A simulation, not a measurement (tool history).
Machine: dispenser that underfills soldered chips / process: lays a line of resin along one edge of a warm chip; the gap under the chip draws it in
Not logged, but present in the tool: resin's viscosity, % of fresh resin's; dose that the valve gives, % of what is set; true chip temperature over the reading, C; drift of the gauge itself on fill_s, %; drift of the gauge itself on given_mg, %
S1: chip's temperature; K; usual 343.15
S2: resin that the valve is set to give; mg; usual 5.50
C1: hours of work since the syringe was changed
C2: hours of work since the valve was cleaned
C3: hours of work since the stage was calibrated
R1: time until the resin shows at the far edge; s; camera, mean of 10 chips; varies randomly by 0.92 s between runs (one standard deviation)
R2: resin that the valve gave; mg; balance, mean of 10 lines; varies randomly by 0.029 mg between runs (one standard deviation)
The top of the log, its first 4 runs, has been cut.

{"hour": 22.4, "done": "new syringe of resin"}
{"run": 5, "hour": 26.4, "S1": 343.15, "S2": 5.5, "C1": 3, "C2": 112, "C3": 152, "R1": 110.0, "R2": 5.15}
{"hour": 30.4, "done": "new syringe of resin"}
{"run": 6, "hour": 32.9, "S1": 343.15, "S2": 5.5, "C1": 2, "C2": 116, "C3": 157, "R1": 101.6, "R2": 5.14}
{"hour": 38.3, "done": "new syringe of resin"}
{"run": 7, "hour": 42.2, "S1": 345.15, "S2": 5.5, "C1": 3, "C2": 124, "C3": 164, "R1": 98.8, "R2": 5.07}
{"hour": 44.0, "done": "dispensing valve cleaned and set on the balance"}
{"hour": 47.4, "done": "new syringe of resin"}
{"run": 8, "hour": 52.5, "S1": 343.15, "S2": 5.5, "C1": 4, "C2": 7, "C3": 172, "R1": 116.3, "R2": 5.52}
{"hour": 55.4, "done": "new syringe of resin"}
{"run": 9, "hour": 60.9, "S1": 343.15, "S2": 5.5, "C1": 4, "C2": 13, "C3": 178, "R1": 115.8, "R2": 5.5}
{"hour": 63.1, "done": "new syringe of resin"}
{"run": 10, "hour": 66.7, "S1": 343.15, "S2": 5.5, "C1": 3, "C2": 17, "C3": 182, "R1": 107.5, "R2": 5.47}
{"hour": 70.8, "done": "new syringe of resin"}
{"run": 11, "hour": 72.3, "S1": 343.15, "S2": 5.5, "C1": 1, "C2": 22, "C3": 187, "R1": 97.9, "R2": 5.43}
{"hour": 78.6, "done": "new syringe of resin"}
{"run": 12, "hour": 78.9, "S1": 343.15, "S2": 6.64, "C1": 0, "C2": 27, "C3": 192, "R1": 89.5, "R2": 6.52}
{"run": 13, "hour": 85.2, "S1": 343.15, "S2": 6.01, "C1": 5, "C2": 32, "C3": 197, "R1": 118.9, "R2": 5.89}
{"hour": 86.4, "done": "new syringe of resin"}
{"run": 14, "hour": 91.9, "S1": 343.15, "S2": 6.01, "C1": 4, "C2": 37, "C3": 202, "R1": 113.5, "R2": 5.88}
{"hour": 94.5, "done": "new syringe of resin"}
{"run": 15, "hour": 97.0, "S1": 332.15, "S2": 6.01, "C1": 2, "C2": 41, "C3": 206, "R1": 155.0, "R2": 5.85}
{"hour": 102.3, "done": "new syringe of resin"}
{"run": 16, "hour": 102.3, "S1": 332.15, "S2": 6.01, "C1": 0, "C2": 45, "C3": 210, "R1": 138.4, "R2": 5.85}
{"run": 17, "hour": 108.8, "S1": 337.15, "S2": 6.01, "C1": 5, "C2": 50, "C3": 215, "R1": 156.7, "R2": 5.83}
{"hour": 110.5, "done": "new syringe of resin"}
{"run": 18, "hour": 116.5, "S1": 343.15, "S2": 6.98, "C1": 5, "C2": 56, "C3": 221, "R1": 116.2, "R2": 6.74}
{"hour": 118.4, "done": "new syringe of resin"}
{"run": 19, "hour": 124.4, "S1": 354.15, "S2": 5.97, "C1": 5, "C2": 62, "C3": 227, "R1": 78.0, "R2": 5.71}
{"hour": 126.1, "done": "new syringe of resin"}
{"run": 20, "hour": 131.4, "S1": 339.15, "S2": 5.92, "C1": 4, "C2": 67, "C3": 232, "R1": 138.5, "R2": 5.72}
{"hour": 134.3, "done": "new syringe of resin"}
{"run": 21, "hour": 138.5, "S1": 347.15, "S2": 6.34, "C1": 3, "C2": 72, "C3": 238, "R1": 92.5, "R2": 6.08}
{"hour": 142.5, "done": "new syringe of resin"}
{"run": 22, "hour": 144.9, "S1": 343.15, "S2": 5.37, "C1": 2, "C2": 77, "C3": 242, "R1": 105.5, "R2": 5.12}
{"hour": 150.3, "done": "new syringe of resin"}
{"run": 23, "hour": 152.9, "S1": 343.15, "S2": 5.37, "C1": 2, "C2": 83, "C3": 248, "R1": 104.3, "R2": 5.05}
{"run": 24, "hour": 156.6, "S1": 347.15, "S2": 7.02, "C1": 5, "C2": 86, "C3": 251, "R1": 99.9, "R2": 6.65}

Run 25 is up next; what results do you expect?
{"hour": 158.1, "done": "new syringe of resin"}
{"run": 25, "hour": 161.4, "S1": 334.15, "S2": 6.99, "C1": 3, "C2": 90, "C3": 255, "R1": "?", "R2": "?"}

R1: 148.4 s
R2: 6.55 mg
On a tool with no hidden condition, and with the same random variation, this run would have come out at R1 120.2 s, R2 6.96 mg.
